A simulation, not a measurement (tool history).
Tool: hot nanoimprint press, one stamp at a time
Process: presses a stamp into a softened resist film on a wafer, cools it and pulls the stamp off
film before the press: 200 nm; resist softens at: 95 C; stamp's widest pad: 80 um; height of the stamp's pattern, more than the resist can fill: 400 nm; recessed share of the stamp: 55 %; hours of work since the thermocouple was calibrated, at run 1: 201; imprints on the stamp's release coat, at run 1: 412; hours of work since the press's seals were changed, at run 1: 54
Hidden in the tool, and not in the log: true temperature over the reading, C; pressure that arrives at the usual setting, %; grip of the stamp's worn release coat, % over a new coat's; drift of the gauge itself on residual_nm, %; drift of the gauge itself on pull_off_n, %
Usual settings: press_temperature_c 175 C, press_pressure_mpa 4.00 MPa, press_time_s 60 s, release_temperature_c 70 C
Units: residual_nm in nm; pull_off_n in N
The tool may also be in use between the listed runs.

run	hour	press_temperature_c	press_pressure_mpa	press_time_s	release_temperature_c	hours of work since the thermocouple was calibrated	imprints on the stamp's release coat	hours of work since the press's seals were changed	residual_nm	pull_off_n
1	0.0	175	4.00	60	70	201	412	54	91.7	253
2	10.2	175	4.00	60	70	207	441	60	91.4	269
3	20.5	175	2.53	60	70	214	471	67	113.9	261
4	27.0	175	4.00	60	70	218	489	71	91.6	260
5	38.5	175	4.00	60	70	225	523	78	91.6	260
6	44.6	175	4.00	60	70	229	540	82	91.2	266
7	54.5	175	4.00	60	70	235	569	88	91.4	270
8	60.6	175	4.00	60	70	239	586	92	91.1	273
# hour 64.9: plate thermocouple calibrated
9	74.9	175	4.00	60	70	6	619	99	90.1	274
10	83.5	165	2.61	66	67	12	643	105	150.2	271
11	93.6	165	2.61	66	67	18	673	111	150.1	297
12	104.6	165	2.61	66	67	25	704	118	150.5	289
13	115.8	165	2.61	66	67	32	736	125	149.9	289
14	124.9	165	2.61	66	67	38	762	131	149.8	293

5 ways to go on from here, each from the tool as it stands after run 14. What would each give?
# hour 129.9: plate thermocouple calibrated, once more
A	140.0	169	4.00	49	71	6	797	138	?	?
# hour 129.9: plate thermocouple calibrated, once more
B	140.0	178	2.77	60	70	6	797	138	?	?
# hour 129.9: plate thermocouple calibrated, once more
C	140.0	185	4.00	60	70	6	797	138	?	?
# hour 129.9: plate thermocouple calibrated, once more
D	140.0	185	4.00	36	67	6	797	138	?	?
# hour 129.9: plate thermocouple calibrated, once more
E	140.0	165	2.61	66	69	6	797	138	?	?

run	residual_nm	pull_off_n
A	125.1	275
B	98.2	275
C	61.3	293
D	74.6	302
E	153.2	295
Without the tool's hidden state the same runs would have given:
run	residual_nm	pull_off_n
A	125.8	218
B	98.8	218
C	61.6	233
D	75.0	239
E	153.9	234

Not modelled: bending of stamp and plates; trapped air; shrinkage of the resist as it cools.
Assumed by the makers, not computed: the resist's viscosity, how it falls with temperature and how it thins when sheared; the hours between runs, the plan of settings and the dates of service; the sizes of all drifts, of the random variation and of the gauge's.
